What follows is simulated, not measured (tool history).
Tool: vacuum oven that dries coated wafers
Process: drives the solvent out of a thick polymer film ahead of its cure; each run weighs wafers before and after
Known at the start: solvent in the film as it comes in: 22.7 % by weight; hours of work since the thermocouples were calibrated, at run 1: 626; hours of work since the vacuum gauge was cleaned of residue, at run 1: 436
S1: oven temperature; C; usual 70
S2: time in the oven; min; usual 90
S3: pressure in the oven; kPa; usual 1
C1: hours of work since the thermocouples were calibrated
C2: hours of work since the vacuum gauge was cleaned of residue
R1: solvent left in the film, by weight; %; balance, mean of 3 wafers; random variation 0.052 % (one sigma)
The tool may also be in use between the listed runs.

Run 1, hour 0: usual settings; C1 626; C2 436. Result: R1 4.84 %.
Run 2, hour 11.8: usual settings but S2 135 min; C1 635; C2 444. Result: R1 3.02 %.
Run 3, hour 38.6: usual settings but S1 65 C; C1 653; C2 463. Result: R1 6.89 %.
Run 4, hour 67.1: usual settings but S1 65 C; C1 673; C2 483. Result: R1 7.01 %.
Run 5, hour 81.2: usual settings but S1 65 C; C1 683; C2 493. Result: R1 7 %.
At hour 83.9: vacuum gauge cleaned of residue and calibrated.
Run 6, hour 97.9: usual settings but S1 65 C; C1 694; C2 10. Result: R1 6.98 %.
Run 7, hour 123.8: usual settings but S2 105 min; C1 712; C2 28. Result: R1 4.15 %.
Run 8, hour 151.5: usual settings; C1 732; C2 47. Result: R1 4.95 %.
Run 9, hour 164.9: usual settings but S3 2.88 kPa; C1 741; C2 57. Result: R1 7.19 %.
At hour 167.8: vacuum gauge cleaned of residue and calibrated, once more.
Run 10, hour 182.4: usual settings but S3 2.88 kPa; C1 752; C2 10. Result: R1 6.88 %.
Run 11, hour 197.3: usual settings but S1 60 C, S3 2.76 kPa; C1 763; C2 21. Result: R1 11.61 %.
Run 12, hour 222.8: usual settings but S1 60 C, S3 2.76 kPa; C1 781; C2 39. Result: R1 11.45 %.
Run 13, hour 244.3: usual settings but S1 60 C, S2 81 min, S3 1.68 kPa; C1 796; C2 54. Result: R1 10.52 %.
Run 14, hour 259.7: usual settings but S1 60 C, S2 81 min, S3 1.68 kPa; C1 807; C2 65. Result: R1 10.49 %.
At hour 282.7: oven's thermocouples calibrated.
Run 15, hour 289.7: usual settings but S1 57 C, S3 1.11 kPa; C1 5; C2 84. Result: R1 10.64 %.
Run 16, hour 316.3: usual settings but S1 57 C, S3 1.11 kPa; C1 24; C2 103. Result: R1 10.83 %.

3 ways to go on from here, each from the tool as it stands after run 16. What would each give?
Run A, hour 338: usual settings but S1 73 C, S2 94 min; C1 39; C2 118. Result: R1 ?.
Run B, hour 338: usual settings but S3 0.88 kPa; C1 39; C2 118. Result: R1 ?.
Run C, hour 338: usual settings but S2 118 min, S3 1.38 kPa; C1 39; C2 118. Result: R1 ?.

run    R1
  A  3.61
  B  4.64
  C  4.07
Without the tool's hidden state the same runs would have given:
run    R1
  A  3.73
  B  4.79
  C  4.18
